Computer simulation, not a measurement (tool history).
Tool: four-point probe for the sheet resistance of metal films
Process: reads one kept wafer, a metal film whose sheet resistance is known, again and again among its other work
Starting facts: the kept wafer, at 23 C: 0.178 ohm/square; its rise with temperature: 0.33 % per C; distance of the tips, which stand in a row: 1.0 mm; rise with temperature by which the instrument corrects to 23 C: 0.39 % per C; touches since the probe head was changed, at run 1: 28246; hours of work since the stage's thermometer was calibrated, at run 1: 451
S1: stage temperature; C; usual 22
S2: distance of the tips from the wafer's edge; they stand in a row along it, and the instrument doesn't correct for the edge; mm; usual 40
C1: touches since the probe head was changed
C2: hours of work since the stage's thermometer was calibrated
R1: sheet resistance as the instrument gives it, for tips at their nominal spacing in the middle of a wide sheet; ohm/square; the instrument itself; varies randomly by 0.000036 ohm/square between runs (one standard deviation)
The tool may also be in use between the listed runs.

| run | hour | S1 | S2 | C1 | C2 | R1 |
|---|---|---|---|---|---|---|
| 1 | 0.0 | 22 | 40 | 28246 | 451 | 0.178202 |
| 2 | 75.4 | 19 | 40 | 29913 | 483 | 0.178489 |
| 3 | 133.9 | 19 | 19 | 31205 | 508 | 0.178639 |
| 4 | 259.4 | 26 | 40 | 33981 | 560 | 0.177713 |
| 5 | 396.1 | 26 | 40 | 37003 | 618 | 0.177734 |
| 6 | 513.3 | 22 | 40 | 39594 | 667 | 0.178184 |
| 7 | 644.5 | 22 | 40 | 42494 | 722 | 0.178143 |
| 8 | 705.7 | 22 | 9 | 43847 | 748 | 0.179279 |
| 9 | 808.8 | 22 | 40 | 46128 | 791 | 0.178131 |
| 10 | 920.5 | 25 | 40 | 48596 | 838 | 0.177817 |
| 11 | 1031.5 | 25 | 40 | 51049 | 885 | 0.177836 |
| 12 | 1152.9 | 25 | 40 | 53734 | 936 | 0.177845 |
| 13 | 1247.6 | 25 | 40 | 55828 | 976 | 0.177840 |
| 14 | 1345.7 | 25 | 40 | 57996 | 1017 | 0.177868 |
| 15 | 1455.4 | 25 | 40 | 60423 | 1063 | 0.177933 |
| 16 | 1534.4 | 25 | 40 | 62169 | 1097 | 0.177876 |
| 17 | 1597.6 | 19 | 35 | 63567 | 1123 | 0.178485 |
| 18 | 1716.6 | 32 | 11 | 66196 | 1173 | 0.177911 |

What will run 19 give?
| 19 | 1844.5 | 25 | 6 | 69025 | 1227 | ? |

{"run 19": {"R1": 0.180446}}
If the tool had no hidden condition, the same run with the same run-to-run variation would have returned R1 0.180443 ohm/square.
